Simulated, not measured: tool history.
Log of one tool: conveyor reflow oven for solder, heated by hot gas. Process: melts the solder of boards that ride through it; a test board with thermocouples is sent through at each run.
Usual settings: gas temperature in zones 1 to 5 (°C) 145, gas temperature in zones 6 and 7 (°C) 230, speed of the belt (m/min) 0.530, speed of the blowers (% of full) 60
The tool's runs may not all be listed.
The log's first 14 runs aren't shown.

run   hour  gas temperature in zones 1 to 5 (°C)  gas temperature in zones 6 and 7 (°C)  speed of the belt (m/min)  speed of the blowers (% of full)  hours of work since the flux was cleaned out  hours of work since the belt drive was overhauled  hours of work since the thermocouples were changed  highest temperature of the board (°C)  time above the solder's melting point (s)
 15  202.5                                   145                                    230                      0.530                                60                                           117                                                257                                                 777                                  211.3                                       56.0
 16  215.7                                   145                                    230                      0.530                                60                                           123                                                263                                                 783                                  211.2                                       54.6
 17  226.1                                   145                                    230                      0.530                                60                                           128                                                268                                                 787                                  211.2                                       55.5
 18  242.0                                   145                                    230                      0.530                                50                                           135                                                275                                                 794                                  206.9                                       49.9
 19  261.4                                   145                                    230                      0.530                                50                                           143                                                283                                                 803                                  206.5                                       48.5
 20  276.5                                   145                                    230                      0.564                                50                                           150                                                290                                                 809                                  203.6                                       43.5
 21  289.7                                   145                                    230                      0.564                                51                                           155                                                295                                                 815                                  204.2                                       43.9
 22  302.5                                   148                                    230                      0.564                                82                                           161                                                301                                                 821                                  215.7                                       58.4
 23  317.9                                   157                                    228                      0.443                                67                                           168                                                308                                                 827                                  217.9                                       82.7
 24  329.7                                   157                                    236                      0.630                                67                                           173                                                313                                                 832                                  214.4                                       53.9
 25  342.1                                   147                                    221                      0.530                                60                                           178                                                318                                                 838                                  204.0                                       49.9
 26  353.8                                   130                                    229                      0.450                                76                                           183                                                323                                                 843                                  216.4                                       67.1
 27  372.3                                   160                                    234                      0.494                                72                                           191                                                331                                                 851                                  222.2                                       77.3
 28  384.1                                   157                                    230                      0.530                                63                                           196                                                336                                                 856                                  213.9                                       64.5
 29  398.6                                   157                                    230                      0.530                                63                                           203                                                343                                                 862                                  214.0                                       64.0
 30  413.0                                   145                                    229                      0.530                                66                                           209                                                349                                                 869                                  212.0                                       56.9
 31  428.1                                   145                                    230                      0.630                                60                                           216                                                356                                                 875                                  203.8                                       38.5
 32  436.5                                   132                                    236                      0.530                                69                                           219                                                359                                                 879                                  217.1                                       56.7

3 ways to go on from here, each from the tool as it stands after run 32. What would each give?
  A  452.7                                   147                                    230                      0.452                                63                                           226                                                366                                                 886                                      ?                                          ?
  B  452.7                                   130                                    242                      0.530                                86                                           226                                                366                                                 886                                      ?                                          ?
  C  452.7                                   132                                    230                      0.530                                62                                           226                                                366                                                 886                                      ?                                          ?

run  highest temperature of the board (°C)  time above the solder's melting point (s)
  A                                  215.7                                       73.5
  B                                  226.0                                       63.6
  C                                  209.3                                       48.0
Without the tool's hidden state the same runs would have given:
run  highest temperature of the board (°C)  time above the solder's melting point (s)
  A                                  215.9                                       73.6
  B                                  226.2                                       63.7
  C                                  209.5                                       48.1

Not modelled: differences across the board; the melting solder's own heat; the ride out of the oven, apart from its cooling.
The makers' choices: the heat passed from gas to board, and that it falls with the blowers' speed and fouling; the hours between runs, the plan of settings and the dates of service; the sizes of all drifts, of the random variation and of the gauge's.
